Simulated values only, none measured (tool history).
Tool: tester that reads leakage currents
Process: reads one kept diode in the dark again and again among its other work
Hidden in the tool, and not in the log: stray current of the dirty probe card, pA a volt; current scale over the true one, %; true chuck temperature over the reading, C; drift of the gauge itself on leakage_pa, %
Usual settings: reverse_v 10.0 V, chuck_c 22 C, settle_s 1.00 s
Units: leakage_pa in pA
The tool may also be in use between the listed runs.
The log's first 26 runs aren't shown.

run    hour  reverse_v  chuck_c  settle_s  hours of work since the probe card was cleaned  hours of work since the tester was calibrated  hours of work since the chuck was calibrated  leakage_pa
 27  2024.2       12.0       22      0.64                                            2672                                           2037                                          1382       37.64
 28  2074.8        6.9       24      8.67                                            2694                                           2059                                          1403       25.80
 29  2165.2       10.0       48      8.55                                            2732                                           2097                                          1441      197.89
 30  2235.7        5.6       35      5.89                                            2762                                           2127                                          1471       52.97
 31  2335.6        1.8       38      1.00                                            2804                                           2169                                          1514       35.08
 32  2432.9        1.8       43      1.00                                            2846                                           2211                                          1555       51.27
     2440.1  -- chuck's temperature calibrated
 33  2487.1        4.7       52      1.00                                            2868                                           2233                                            20      201.73
 34  2573.6        4.7       39      1.00                                            2904                                           2270                                            57       77.25
 35  2656.4        4.7       39      1.00                                            2940                                           2305                                            92       76.36
 36  2748.2        4.7       39      1.00                                            2979                                           2344                                           131       76.44
 37  2836.8        1.0       24      2.61                                            3016                                           2381                                           168        9.46
 38  2932.7       16.3       21      2.61                                            3057                                           2422                                           209       43.71
 39  2989.2       16.3       21      2.61                                            3081                                           2446                                           233       43.51
 40  3037.9        2.5       58      1.00                                            3102                                           2467                                           254      213.49
 41  3092.2        1.6       22      0.55                                            3125                                           2490                                           277       11.29

3 ways to go on from here, each from the tool as it stands after run 41. What would each give?
  A  3170.3        3.0       45      1.64                                            3158                                           2523                                           310           ?
  B  3170.3        4.9       22      3.25                                            3158                                           2523                                           310           ?
  C  3170.3       10.0       22      0.56                                            3158                                           2523                                           310           ?

run  leakage_pa
  A       91.19
  B       21.05
  C       38.36
Without the tool's hidden state the same runs would have given:
run  leakage_pa
  A       91.04
  B       18.29
  C       32.46
